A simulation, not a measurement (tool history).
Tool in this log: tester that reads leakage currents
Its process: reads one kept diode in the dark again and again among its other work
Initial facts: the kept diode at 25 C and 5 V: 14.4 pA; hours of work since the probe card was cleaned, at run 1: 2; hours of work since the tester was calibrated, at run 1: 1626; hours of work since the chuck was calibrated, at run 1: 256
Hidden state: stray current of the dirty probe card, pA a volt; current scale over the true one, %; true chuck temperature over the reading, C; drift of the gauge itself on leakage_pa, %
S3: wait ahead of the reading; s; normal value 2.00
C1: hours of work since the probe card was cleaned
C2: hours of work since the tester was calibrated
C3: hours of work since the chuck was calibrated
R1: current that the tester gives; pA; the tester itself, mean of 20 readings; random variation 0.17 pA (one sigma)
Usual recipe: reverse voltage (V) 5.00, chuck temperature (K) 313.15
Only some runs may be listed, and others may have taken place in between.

{"run": 1, "day": 0.0, "reverse voltage (V)": 5.0, "chuck temperature (K)": 313.15, "S3": 2.0, "C1": 2, "C2": 1626, "C3": 256, "R1": 54.26}
{"run": 2, "day": 8.2, "reverse voltage (V)": 5.0, "chuck temperature (K)": 313.15, "S3": 2.0, "C1": 147, "C2": 1770, "C3": 400, "R1": 55.27}
{"run": 3, "day": 13.775, "reverse voltage (V)": 5.0, "chuck temperature (K)": 313.15, "S3": 2.0, "C1": 245, "C2": 1869, "C3": 499, "R1": 56.44}
{"run": 4, "day": 20.312, "reverse voltage (V)": 5.0, "chuck temperature (K)": 313.15, "S3": 2.0, "C1": 360, "C2": 1984, "C3": 614, "R1": 57.75}
{"run": 5, "day": 24.767, "reverse voltage (V)": 5.0, "chuck temperature (K)": 313.15, "S3": 2.0, "C1": 439, "C2": 2063, "C3": 693, "R1": 58.38}
{"run": 6, "day": 30.1, "reverse voltage (V)": 18.38, "chuck temperature (K)": 313.15, "S3": 2.0, "C1": 533, "C2": 2157, "C3": 787, "R1": 120.2}
{"run": 7, "day": 36.7, "reverse voltage (V)": 18.38, "chuck temperature (K)": 313.15, "S3": 2.0, "C1": 649, "C2": 2273, "C3": 903, "R1": 124.03}
{"run": 8, "day": 41.004, "reverse voltage (V)": 3.3, "chuck temperature (K)": 313.15, "S3": 2.0, "C1": 725, "C2": 2349, "C3": 979, "R1": 49.23}
{"run": 9, "day": 47.354, "reverse voltage (V)": 5.0, "chuck temperature (K)": 324.15, "S3": 2.0, "C1": 837, "C2": 2461, "C3": 1091, "R1": 138.08}
{"run": 10, "day": 53.042, "reverse voltage (V)": 5.0, "chuck temperature (K)": 313.15, "S3": 2.87, "C1": 938, "C2": 2562, "C3": 1192, "R1": 63.65}
{"run": 11, "day": 58.533, "reverse voltage (V)": 5.0, "chuck temperature (K)": 313.15, "S3": 2.87, "C1": 1035, "C2": 2659, "C3": 1289, "R1": 64.22}
{"run": 12, "day": 64.142, "reverse voltage (V)": 5.0, "chuck temperature (K)": 308.15, "S3": 2.0, "C1": 1134, "C2": 2757, "C3": 1387, "R1": 46.64}
{"run": 13, "day": 69.596, "reverse voltage (V)": 5.0, "chuck temperature (K)": 306.15, "S3": 5.14, "C1": 1230, "C2": 2854, "C3": 1484, "R1": 41.72}
{"run": 14, "day": 73.879, "reverse voltage (V)": 9.08, "chuck temperature (K)": 317.15, "S3": 0.6, "C1": 1305, "C2": 2929, "C3": 1559, "R1": 127.1}
{"day": 79.562, "done": "probe card cleaned and baked"}
{"run": 15, "day": 79.688, "reverse voltage (V)": 3.93, "chuck temperature (K)": 317.15, "S3": 0.6, "C1": 2, "C2": 3030, "C3": 1660, "R1": 70.86}
{"run": 16, "day": 86.454, "reverse voltage (V)": 4.38, "chuck temperature (K)": 300.15, "S3": 0.84, "C1": 122, "C2": 3149, "C3": 1779, "R1": 19.89}
{"run": 17, "day": 94.462, "reverse voltage (V)": 1.08, "chuck temperature (K)": 300.15, "S3": 0.84, "C1": 263, "C2": 3290, "C3": 1920, "R1": 9.81}
{"run": 18, "day": 98.442, "reverse voltage (V)": 1.08, "chuck temperature (K)": 300.15, "S3": 0.84, "C1": 333, "C2": 3360, "C3": 1990, "R1": 9.81}
{"day": 99.412, "done": "chuck's temperature calibrated"}
{"run": 19, "day": 107.608, "reverse voltage (V)": 2.08, "chuck temperature (K)": 328.15, "S3": 0.58, "C1": 493, "C2": 3521, "C3": 145, "R1": 118.42}
{"run": 20, "day": 114.017, "reverse voltage (V)": 1.27, "chuck temperature (K)": 313.15, "S3": 2.0, "C1": 606, "C2": 3634, "C3": 258, "R1": 29.62}
{"run": 21, "day": 120.312, "reverse voltage (V)": 10.14, "chuck temperature (K)": 306.15, "S3": 3.41, "C1": 717, "C2": 3745, "C3": 369, "R1": 55.5}

Predict each of these 3 candidate next runs independently; none follows another, all start after run 21:
{"run": "A", "day": 129.683, "reverse voltage (V)": 17.74, "chuck temperature (K)": 294.15, "S3": 4.67, "C1": 883, "C2": 3910, "C3": 534, "R1": "?"}
{"run": "B", "day": 129.683, "reverse voltage (V)": 1.46, "chuck temperature (K)": 317.15, "S3": 0.47, "C1": 883, "C2": 3910, "C3": 534, "R1": "?"}
{"run": "C", "day": 129.683, "reverse voltage (V)": 3.21, "chuck temperature (K)": 313.15, "S3": 1.3, "C1": 883, "C2": 3910, "C3": 534, "R1": "?"}

run=A R1=46.86
run=B R1=45.24
run=C R1=49.82
Stripped of hidden state, with their random variation kept, the same runs would have yielded:
run=A R1=19.75
run=B R1=42.13
run=C R1=44.00
